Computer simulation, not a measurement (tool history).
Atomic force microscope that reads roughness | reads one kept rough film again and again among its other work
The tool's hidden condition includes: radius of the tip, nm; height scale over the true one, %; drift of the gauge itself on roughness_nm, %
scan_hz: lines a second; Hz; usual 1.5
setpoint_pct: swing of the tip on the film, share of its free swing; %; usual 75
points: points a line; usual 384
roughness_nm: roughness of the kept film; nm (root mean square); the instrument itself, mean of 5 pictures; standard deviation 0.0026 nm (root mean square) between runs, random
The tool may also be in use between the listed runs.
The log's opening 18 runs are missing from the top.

| run | day | scan_hz | setpoint_pct | points | pictures with this tip | hours of work since the height scale was calibrated | roughness_nm |
|---|---|---|---|---|---|---|---|
| 19 | 5.858 | 1.5 | 75 | 863 | 172 | 187 | 0.516 |
| 20 | 6.146 | 1.5 | 75 | 863 | 181 | 190 | 0.511 |
| 21 | 6.45 | 1.5 | 75 | 384 | 190 | 193 | 0.509 |
| 22 | 6.817 | 1.5 | 75 | 384 | 201 | 196 | 0.509 |
| 23 | 7.033 | 1.5 | 75 | 384 | 208 | 198 | 0.506 |
| 24 | 7.421 | 1.5 | 75 | 384 | 220 | 202 | 0.501 |
| 25 | 7.608 | 1.5 | 75 | 384 | 225 | 204 | 0.503 |
| 26 | 8.038 | 1.5 | 75 | 384 | 238 | 208 | 0.503 |
| 27 | 8.362 | 3.67 | 82 | 330 | 248 | 211 | 0.387 |

Run 28 has not been measured yet. What should we expect?
| 28 | 8.554 | 3.67 | 82 | 289 | 254 | 213 | ? |

roughness_nm: 0.383 nm (root mean square)
Take away the tool's hidden state, keep the run-to-run variation as it was, and the same run would have given roughness_nm 0.404 nm (root mean square).
